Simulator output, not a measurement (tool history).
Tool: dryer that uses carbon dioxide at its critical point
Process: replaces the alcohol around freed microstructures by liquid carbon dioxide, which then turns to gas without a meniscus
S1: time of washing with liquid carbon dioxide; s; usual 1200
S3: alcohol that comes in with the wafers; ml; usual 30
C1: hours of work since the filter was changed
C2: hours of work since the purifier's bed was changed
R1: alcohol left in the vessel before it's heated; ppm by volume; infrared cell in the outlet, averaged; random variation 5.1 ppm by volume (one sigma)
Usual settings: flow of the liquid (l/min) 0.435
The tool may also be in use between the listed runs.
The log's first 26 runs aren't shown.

run 27 hour=237.8 | S1=1200 flow_of_the_liquid_(l/min)=0.634 S3=30 | C1=197 C2=154 | R1=43
run 28 hour=247.6 | S1=1440 flow_of_the_liquid_(l/min)=0.651 S3=30 | C1=200 C2=157 | R1=47
run 29 hour=259.3 | S1=1440 flow_of_the_liquid_(l/min)=0.651 S3=30 | C1=203 C2=161 | R1=51
run 30 hour=264.9 | S1=1200 flow_of_the_liquid_(l/min)=0.415 S3=28 | C1=205 C2=162 | R1=137
run 31 hour=273.2 | S1=1200 flow_of_the_liquid_(l/min)=0.415 S3=28 | C1=208 C2=165 | R1=144
run 32 hour=282.9 | S1=1320 flow_of_the_liquid_(l/min)=0.405 S3=117 | C1=211 C2=168 | R1=310
run 33 hour=289.3 | S1=1560 flow_of_the_liquid_(l/min)=0.435 S3=30 | C1=213 C2=170 | R1=66
run 34 hour=295.0 | S1=1560 flow_of_the_liquid_(l/min)=0.435 S3=30 | C1=214 C2=172 | R1=58
run 35 hour=307.3 | S1=720 flow_of_the_liquid_(l/min)=0.354 S3=30 | C1=218 C2=175 | R1=1697
run 36 hour=315.6 | S1=960 flow_of_the_liquid_(l/min)=0.354 S3=44 | C1=221 C2=178 | R1=1012
run 37 hour=322.2 | S1=960 flow_of_the_liquid_(l/min)=0.354 S3=44 | C1=223 C2=180 | R1=998
run 38 hour=328.8 | S1=1500 flow_of_the_liquid_(l/min)=0.281 S3=32 | C1=225 C2=182 | R1=333
run 39 hour=334.9 | S1=1500 flow_of_the_liquid_(l/min)=0.281 S3=32 | C1=226 C2=184 | R1=331
run 40 hour=347.2 | S1=1020 flow_of_the_liquid_(l/min)=0.435 S3=36 | C1=230 C2=188 | R1=274
run 41 hour=355.6 | S1=1500 flow_of_the_liquid_(l/min)=0.435 S3=36 | C1=233 C2=190 | R1=77
run 42 hour=366.9 | S1=1440 flow_of_the_liquid_(l/min)=0.325 S3=32 | C1=236 C2=194 | R1=220
run 43 hour=375.0 | S1=1440 flow_of_the_liquid_(l/min)=0.325 S3=32 | C1=239 C2=196 | R1=210
run 44 hour=384.3 | S1=1440 flow_of_the_liquid_(l/min)=0.325 S3=32 | C1=242 C2=199 | R1=232
run 45 hour=397.5 | S1=1200 flow_of_the_liquid_(l/min)=0.325 S3=45 | C1=246 C2=203 | R1=618
run 46 hour=407.8 | S1=1200 flow_of_the_liquid_(l/min)=0.683 S3=30 | C1=249 C2=206 | R1=66

Forecast each of these 3 alternatives for the next run:
run A hour=416.7 | S1=1560 flow_of_the_liquid_(l/min)=0.611 S3=23 | C1=251 C2=209 | R1=?
run B hour=416.7 | S1=960 flow_of_the_liquid_(l/min)=0.566 S3=31 | C1=251 C2=209 | R1=?
run C hour=416.7 | S1=1200 flow_of_the_liquid_(l/min)=0.397 S3=30 | C1=251 C2=209 | R1=?

run=A R1=67
run=B R1=120
run=C R1=199
Without the tool's hidden state the same runs would have given:
run=A R1=8
run=B R1=38
run=C R1=92

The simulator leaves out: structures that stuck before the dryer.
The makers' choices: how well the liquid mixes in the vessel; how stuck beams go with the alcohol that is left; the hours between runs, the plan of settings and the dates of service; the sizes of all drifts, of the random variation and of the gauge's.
